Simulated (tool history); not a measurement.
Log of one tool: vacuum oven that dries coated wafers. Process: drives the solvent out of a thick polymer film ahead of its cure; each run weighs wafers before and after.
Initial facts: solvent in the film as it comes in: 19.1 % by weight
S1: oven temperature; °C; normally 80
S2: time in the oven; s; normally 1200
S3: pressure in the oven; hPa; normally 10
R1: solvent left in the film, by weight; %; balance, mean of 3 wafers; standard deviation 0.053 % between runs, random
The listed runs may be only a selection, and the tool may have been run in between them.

run,hour,S1,S2,S3,R1
1,0,80,1200,10,1.74
2,17.9,80,1200,10,1.8
3,46.1,80,1200,10,1.88
4,68.3,80,1200,10,1.91
5,93.7,80,1200,10,1.92
6,115.9,71,1200,10,4.97
7,132.7,71,1200,10,4.84
# hour 153.7: oven's thermocouples calibrated
8,161.8,71,1200,10,4.82
9,188.3,80,1200,10,1.8
10,199.9,80,780,10,3.31
11,215.4,80,1200,19.7,2.74
12,234,87,1200,10,0.85
13,249,80,1200,10,1.91
14,275.8,74,960,22.4,5.94
15,288.4,74,960,22.4,5.73
16,311.7,65,960,10.8,8.83
17,327.3,84,1020,10,1.46
18,340.3,91,1800,5.8,0.46
19,367.8,91,1800,5.8,0.35
20,389.4,91,1800,5.8,0.4
21,413.5,71,1020,21.5,6.69
22,428,71,1020,21.5,6.79
23,443.6,84,1200,8,1.03
24,468.4,84,1200,8,0.95
25,483.4,84,1380,16.5,1.42

Alternative continuations, all from the tool just after run 25; predict every row:
A,501,84,1260,16.5,?
B,501,80,1740,10,?
C,501,80,1020,14.8,?

run,R1
A,1.44
B,1.26
C,2.76
Without the tool's hidden state the same runs would have given:
run,R1
A,1.44
B,1.25
C,2.74
